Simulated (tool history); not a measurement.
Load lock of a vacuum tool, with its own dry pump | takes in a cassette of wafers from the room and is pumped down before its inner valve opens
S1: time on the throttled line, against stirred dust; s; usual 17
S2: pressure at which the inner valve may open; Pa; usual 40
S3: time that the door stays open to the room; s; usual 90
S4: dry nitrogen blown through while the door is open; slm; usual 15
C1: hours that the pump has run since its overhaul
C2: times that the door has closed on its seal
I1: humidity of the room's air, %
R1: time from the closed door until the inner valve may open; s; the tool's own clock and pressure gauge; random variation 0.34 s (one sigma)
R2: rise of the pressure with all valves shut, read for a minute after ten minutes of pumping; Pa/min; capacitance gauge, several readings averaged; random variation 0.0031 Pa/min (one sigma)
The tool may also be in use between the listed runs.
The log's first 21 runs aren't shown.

Run 22, day 319.05: usual settings but S2 46 Pa, S4 10 slm; C1 2304; C2 38292; I1 49.2. Result: R1 27.9 s, R2 0.188 Pa/min.
Run 23, day 339.762: usual settings but S2 35 Pa, S4 6 slm; C1 2801; C2 39968; I1 47.6. Result: R1 28.5 s, R2 0.2 Pa/min.
Run 24, day 360.154: usual settings but S2 35 Pa, S4 6 slm; C1 3291; C2 41619; I1 42.7. Result: R1 28 s, R2 0.204 Pa/min.
Run 25, day 382.338: usual settings but S2 49 Pa; C1 3823; C2 43414; I1 46.3. Result: R1 27.7 s, R2 0.203 Pa/min.
Run 26, day 401.671: usual settings but S2 49 Pa; C1 4287; C2 44979; I1 42.3. Result: R1 27.3 s, R2 0.199 Pa/min.
Run 27, day 422.183: usual settings but S2 49 Pa; C1 4779; C2 46639; I1 43.4. Result: R1 28.1 s, R2 0.211 Pa/min.
Run 28, day 438.767: usual settings but S2 49 Pa; C1 5177; C2 47981; I1 45.1. Result: R1 27.8 s, R2 0.222 Pa/min.
Run 29, day 462.921: usual settings but S1 19 s, S2 35 Pa, S3 61 s, S4 13 slm; C1 5757; C2 49936; I1 46.9. Result: R1 30.7 s, R2 0.231 Pa/min.
Run 30, day 485.562: usual settings but S1 19 s, S2 35 Pa, S3 61 s, S4 13 slm; C1 6301; C2 51768; I1 48.9. Result: R1 30.8 s, R2 0.238 Pa/min.
Run 31, day 507.529: usual settings but S3 29 s, S4 20 slm; C1 6828; C2 53546; I1 42.9. Result: R1 29.2 s, R2 0.222 Pa/min.
Run 32, day 528.858: usual settings but S1 20 s, S2 42 Pa, S3 38 s, S4 6 slm; C1 7340; C2 55272; I1 44.9. Result: R1 32.1 s, R2 0.254 Pa/min.
Run 33, day 551.083: usual settings but S1 32 s, S2 44 Pa, S3 38 s, S4 6 slm; C1 7873; C2 57071; I1 44.2. Result: R1 41.4 s, R2 0.269 Pa/min.
Run 34, day 574.488: usual settings; C1 8435; C2 58965; I1 47.4. Result: R1 30.1 s, R2 0.283 Pa/min.
Run 35, day 598.858: usual settings but S1 27 s, S2 31 Pa, S3 219 s, S4 5 slm; C1 9020; C2 60938; I1 47.6. Result: R1 37.9 s, R2 0.379 Pa/min.
Run 36, day 612.075: usual settings but S1 15 s, S2 49 Pa, S3 219 s, S4 24 slm; C1 9337; C2 62007; I1 43.2. Result: R1 28.5 s, R2 0.32 Pa/min.
At day 621.65: door's seal changed, seat wiped.
Run 37, day 631.971: usual settings but S1 15 s, S2 49 Pa, S3 219 s, S4 24 slm; C1 9813; C2 835; I1 41.7. Result: R1 28.6 s, R2 0.077 Pa/min.

Forecast each of these 3 alternatives for the next run:
Run A, day 656.983: usual settings but S1 29 s, S2 39 Pa; C1 10413; C2 2860; I1 46.3. Result: R1 ?, R2 ?.
Run B, day 656.983: usual settings; C1 10413; C2 2860; I1 41.3. Result: R1 ?, R2 ?.
Run C, day 656.983: usual settings but S1 13 s, S2 49 Pa, S3 214 s, S4 24 slm; C1 10413; C2 2860; I1 44.2. Result: R1 ?, R2 ?.

run    R1     R2
  A  39.5  0.077
  B  30.2  0.068
  C  26.3  0.084
Without the tool's hidden state the same runs would have given:
run    R1     R2
  A  37.3  0.069
  B  27.4   0.06
  C  23.5  0.076

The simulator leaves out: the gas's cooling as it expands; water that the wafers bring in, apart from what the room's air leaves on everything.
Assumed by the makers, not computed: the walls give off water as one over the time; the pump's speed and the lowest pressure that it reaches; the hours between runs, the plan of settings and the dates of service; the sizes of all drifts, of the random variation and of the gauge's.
